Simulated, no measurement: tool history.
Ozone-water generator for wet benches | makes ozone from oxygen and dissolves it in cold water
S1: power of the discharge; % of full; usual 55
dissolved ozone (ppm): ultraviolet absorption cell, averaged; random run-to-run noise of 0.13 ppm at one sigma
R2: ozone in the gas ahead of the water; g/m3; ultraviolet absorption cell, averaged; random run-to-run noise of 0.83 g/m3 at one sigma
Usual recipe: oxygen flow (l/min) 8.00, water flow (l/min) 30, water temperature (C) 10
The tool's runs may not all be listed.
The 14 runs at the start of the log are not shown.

{"run": 15, "hour": 1822.7, "S1": 55, "oxygen flow (l/min)": 7.08, "water flow (l/min)": 30, "water temperature (C)": 10, "dissolved ozone (ppm)": 13.4, "R2": 139.5}
{"run": 16, "hour": 2001.0, "S1": 55, "oxygen flow (l/min)": 7.08, "water flow (l/min)": 30, "water temperature (C)": 12, "dissolved ozone (ppm)": 13.1, "R2": 137.9}
{"run": 17, "hour": 2133.6, "S1": 55, "oxygen flow (l/min)": 7.08, "water flow (l/min)": 30, "water temperature (C)": 12, "dissolved ozone (ppm)": 13.2, "R2": 139.5}
{"run": 18, "hour": 2244.9, "S1": 55, "oxygen flow (l/min)": 7.08, "water flow (l/min)": 46, "water temperature (C)": 12, "dissolved ozone (ppm)": 8.4, "R2": 138.1}
{"run": 19, "hour": 2422.9, "S1": 55, "oxygen flow (l/min)": 7.08, "water flow (l/min)": 46, "water temperature (C)": 12, "dissolved ozone (ppm)": 8.2, "R2": 137.8}
{"hour": 2504.2, "done": "water thermometer calibrated"}
{"run": 20, "hour": 2604.1, "S1": 68, "oxygen flow (l/min)": 10.97, "water flow (l/min)": 35, "water temperature (C)": 12, "dissolved ozone (ppm)": 13.8, "R2": 132.9}
{"run": 21, "hour": 2720.6, "S1": 55, "oxygen flow (l/min)": 12.56, "water flow (l/min)": 30, "water temperature (C)": 10, "dissolved ozone (ppm)": 15.2, "R2": 113.5}
{"run": 22, "hour": 2881.1, "S1": 55, "oxygen flow (l/min)": 12.56, "water flow (l/min)": 30, "water temperature (C)": 10, "dissolved ozone (ppm)": 15.6, "R2": 112.8}
{"run": 23, "hour": 2989.2, "S1": 55, "oxygen flow (l/min)": 12.56, "water flow (l/min)": 30, "water temperature (C)": 10, "dissolved ozone (ppm)": 15.1, "R2": 115.9}
{"run": 24, "hour": 3067.9, "S1": 87, "oxygen flow (l/min)": 8.06, "water flow (l/min)": 30, "water temperature (C)": 10, "dissolved ozone (ppm)": 18.1, "R2": 168.7}
{"run": 25, "hour": 3233.5, "S1": 55, "oxygen flow (l/min)": 6.31, "water flow (l/min)": 33, "water temperature (C)": 14, "dissolved ozone (ppm)": 11.0, "R2": 143.7}
{"run": 26, "hour": 3396.8, "S1": 55, "oxygen flow (l/min)": 8.05, "water flow (l/min)": 30, "water temperature (C)": 10, "dissolved ozone (ppm)": 13.8, "R2": 134.4}
{"run": 27, "hour": 3556.3, "S1": 70, "oxygen flow (l/min)": 9.34, "water flow (l/min)": 22, "water temperature (C)": 10, "dissolved ozone (ppm)": 21.8, "R2": 143.3}
{"run": 28, "hour": 3740.0, "S1": 70, "oxygen flow (l/min)": 4.49, "water flow (l/min)": 43, "water temperature (C)": 6, "dissolved ozone (ppm)": 8.7, "R2": 183.9}
{"run": 29, "hour": 3860.4, "S1": 70, "oxygen flow (l/min)": 11.47, "water flow (l/min)": 20, "water temperature (C)": 10, "dissolved ozone (ppm)": 24.1, "R2": 133.9}
{"run": 30, "hour": 3960.2, "S1": 70, "oxygen flow (l/min)": 11.47, "water flow (l/min)": 20, "water temperature (C)": 10, "dissolved ozone (ppm)": 23.9, "R2": 133.0}
{"run": 31, "hour": 4108.6, "S1": 60, "oxygen flow (l/min)": 13.7, "water flow (l/min)": 45, "water temperature (C)": 9, "dissolved ozone (ppm)": 10.9, "R2": 115.3}
{"run": 32, "hour": 4226.6, "S1": 48, "oxygen flow (l/min)": 5.54, "water flow (l/min)": 46, "water temperature (C)": 15, "dissolved ozone (ppm)": 6.7, "R2": 139.5}

Below are 3 alternative next runs, each starting from the tool's condition after run 32. Predict each:
{"run": "A", "hour": 4375.9, "S1": 44, "oxygen flow (l/min)": 8.0, "water flow (l/min)": 30, "water temperature (C)": 13, "dissolved ozone (ppm)": "?", "R2": "?"}
{"run": "B", "hour": 4375.9, "S1": 48, "oxygen flow (l/min)": 5.54, "water flow (l/min)": 46, "water temperature (C)": 9, "dissolved ozone (ppm)": "?", "R2": "?"}
{"run": "C", "hour": 4375.9, "S1": 55, "oxygen flow (l/min)": 8.0, "water flow (l/min)": 29, "water temperature (C)": 10, "dissolved ozone (ppm)": "?", "R2": "?"}

run=A dissolved_ozone_(ppm)=11.6 R2=118.3
run=B dissolved_ozone_(ppm)=6.8 R2=140.4
run=C dissolved_ozone_(ppm)=14.3 R2=132.1
Stripped of hidden state, with their random variation kept, the same runs would have yielded:
run=A dissolved_ozone_(ppm)=11.6 R2=118.5
run=B dissolved_ozone_(ppm)=6.8 R2=140.6
run=C dissolved_ozone_(ppm)=14.4 R2=132.3
